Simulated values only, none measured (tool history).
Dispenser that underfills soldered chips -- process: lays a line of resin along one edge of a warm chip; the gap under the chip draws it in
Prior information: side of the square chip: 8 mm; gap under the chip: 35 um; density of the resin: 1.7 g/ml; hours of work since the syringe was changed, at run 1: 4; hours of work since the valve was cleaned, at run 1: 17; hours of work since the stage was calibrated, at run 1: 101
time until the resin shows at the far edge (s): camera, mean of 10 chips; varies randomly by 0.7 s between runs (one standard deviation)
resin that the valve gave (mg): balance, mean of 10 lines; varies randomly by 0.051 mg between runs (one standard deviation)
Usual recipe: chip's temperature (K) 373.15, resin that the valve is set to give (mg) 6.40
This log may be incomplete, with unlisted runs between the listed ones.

run	day	chip's temperature (K)	resin that the valve is set to give (mg)	hours of work since the syringe was changed	hours of work since the valve was cleaned	hours of work since the stage was calibrated	time until the resin shows at the far edge (s)	resin that the valve gave (mg)
1	0.000	373.15	6.40	4	17	101	72.4	6.24
# day 0.146: new syringe of resin
2	0.258	373.15	6.76	2	22	105	65.5	6.69
3	0.442	373.15	6.76	5	25	109	73.8	6.59
# day 0.542: new syringe of resin
4	0.725	373.15	6.76	3	30	113	70.0	6.61
# day 0.942: new syringe of resin
5	0.942	373.15	6.76	0	33	117	62.1	6.65
6	1.142	373.15	6.76	4	37	121	72.5	6.54
# day 1.325: new syringe of resin
7	1.396	373.15	5.94	1	41	125	64.9	5.69
8	1.667	373.15	5.94	6	46	130	79.4	5.66
# day 1.717: new syringe of resin
9	1.912	373.15	5.55	4	50	134	72.2	5.27
10	2.058	373.15	8.30	6	53	137	74.8	7.87
# day 2.104: new syringe of resin
11	2.300	373.15	8.30	3	57	141	68.3	7.86
# day 2.492: new syringe of resin
12	2.575	373.15	8.30	2	62	146	63.7	7.87
13	2.738	373.15	8.30	4	65	148	71.7	7.85
# day 2.883: new syringe of resin
14	2.904	373.15	6.28	0	68	151	62.1	5.88
15	3.050	373.15	6.28	3	70	154	67.3	5.86
16	3.167	367.15	6.46	5	72	156	88.8	6.08
# day 3.262: new syringe of resin
17	3.371	367.15	6.46	2	76	159	82.0	5.91
18	3.579	367.15	6.46	6	79	163	89.9	5.96
# day 3.658: new syringe of resin
19	3.775	375.15	7.23	2	83	166	62.1	6.71
20	4.021	375.15	7.23	7	87	171	71.8	6.53
# day 4.046: new syringe of resin
21	4.217	375.15	7.38	3	90	174	62.2	6.79
# day 4.429: new syringe of resin
22	4.492	375.15	7.38	1	95	179	58.5	6.71
23	4.700	375.15	7.38	5	99	182	65.7	6.67
# day 4.808: new syringe of resin
24	4.912	368.15	5.88	2	102	186	80.5	5.31

3 ways to go on from here, each from the tool as it stands after run 24. What would each give?
A	5.038	368.15	6.45	4	105	188	?	?
B	5.038	379.15	6.31	4	105	188	?	?
C	5.038	360.15	6.32	4	105	188	?	?

run	time until the resin shows at the far edge (s)	resin that the valve gave (mg)
A	84.6	5.79
B	58.2	5.65
C	113.7	5.65
Take away the tool's hidden state, keep each run's random variation, and the runs would have read:
run	time until the resin shows at the far edge (s)	resin that the valve gave (mg)
A	74.1	6.43
B	50.9	6.27
C	99.7	6.27
